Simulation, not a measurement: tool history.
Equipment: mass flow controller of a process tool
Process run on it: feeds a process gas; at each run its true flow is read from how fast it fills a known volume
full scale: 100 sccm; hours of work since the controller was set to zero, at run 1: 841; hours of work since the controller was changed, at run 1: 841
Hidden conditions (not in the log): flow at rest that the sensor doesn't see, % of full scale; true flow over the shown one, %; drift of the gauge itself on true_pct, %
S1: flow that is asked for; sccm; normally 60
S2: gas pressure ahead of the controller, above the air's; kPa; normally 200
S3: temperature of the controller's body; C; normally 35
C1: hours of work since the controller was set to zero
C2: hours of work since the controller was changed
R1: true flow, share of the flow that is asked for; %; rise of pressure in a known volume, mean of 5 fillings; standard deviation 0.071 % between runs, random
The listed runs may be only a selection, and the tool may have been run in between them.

run      day  S1   S2  S3    C1    C2      R1
  1    0.000  60  200  35   841   841   99.65
  2    5.275  60  228  35   933   933   99.97
  3   10.025  60  200  28  1015  1015   99.50
  4   13.438  60  200  28  1075  1075   99.64
  5   16.675  60  200  28  1131  1131   99.73
  6   19.712  60  200  28  1184  1184   99.58
  7   24.033  60  200  21  1259  1259   99.36
  8   28.221  60  200  21  1331  1331   99.56
  9   31.617  60  200  35  1390  1390  100.27
 10   35.888  20  200  35  1465  1465   99.62
 11   40.288  20  200  35  1541  1541   99.79
 12   46.167  20  200  35  1643  1643   99.60
 13   52.621  60  200  35  1755  1755  100.87
 14   57.342  60  200  35  1837  1837  100.84
 15   64.488  60  200  35  1962  1962  101.10
 16   70.888  60  200  35  2073  2073  101.19
 17   73.888  60  200  35  2125  2125  101.42
 18   77.358  60  200  35  2185  2185  101.28
 19   84.267  60  239  35  2305  2305  101.59
 20   87.475  29  200  35  2361  2361  100.83
 21   90.529  29  200  35  2414  2414  100.89
 22   93.862  29  200  25  2472  2472  100.42
 23   99.167  34  241  30  2564  2564  101.10
 24  102.179  34  241  30  2616  2616  101.12
 25  105.817  52  200  35  2680  2680  101.70
 26  111.092  28  200  39  2771  2771  101.47
 27  117.350  34  207  25  2880  2880  101.01
     117.892  -- gauge calibrated
 28  121.225  13  207  38  2947  2947   98.84
 29  125.112  60  250  35  3015  3015  100.07
 30  131.825  60  140  22  3131  3131   99.14
 31  137.912  60  164  35  3237  3237  100.00
 32  142.746  60  164  35  3321  3321  100.07
 33  146.554  87  254  24  3387  3387  100.49
 34  151.788  18  200  22  3478  3478   98.70
 35  158.154  18  200  22  3589  3589   98.89
 36  164.783  18  200  22  3704  3704   99.05
 37  170.908  18  200  22  3810  3810   99.11
     176.854  -- gauge calibrated
 38  177.662  66  200  29  3928  3928   99.41
 39  182.788  60  200  24  4017  4017   99.17
 40  189.117  60  200  23  4127  4127   99.40
 41  193.233  60  150  28  4198  4198   99.36
 42  196.433  60  150  28  4254  4254   99.46
 43  201.992  70  208  35  4350  4350  100.32
 44  205.758  17  200  23  4416  4416   98.65

Measured minus without-hidden-state, run by run (identical run-to-run variation in each term; gauge scatter may differ):
run     R1
  1  +0.00
  2  +0.11
  3  +0.22
  4  +0.29
  5  +0.36
  6  +0.43
  7  +0.52
  8  +0.60
  9  +0.68
 10  +0.78
 11  +0.87
 12  +0.99
 13  +1.13
 14  +1.23
 15  +1.38
 16  +1.52
 17  +1.59
 18  +1.66
 19  +1.81
 20  +1.87
 21  +1.93
 22  +2.00
 23  +2.12
 24  +2.19
 25  +2.26
 26  +2.38
 27  +2.49
 28  +0.11
 29  +0.16
 30  +0.29
 31  +0.43
 32  +0.54
 33  +0.61
 34  +0.74
 35  +0.87
 36  +1.02
 37  +1.15
 38  +0.02
 39  +0.13
 40  +0.26
 41  +0.35
 42  +0.42
 43  +0.54
 44  +0.64
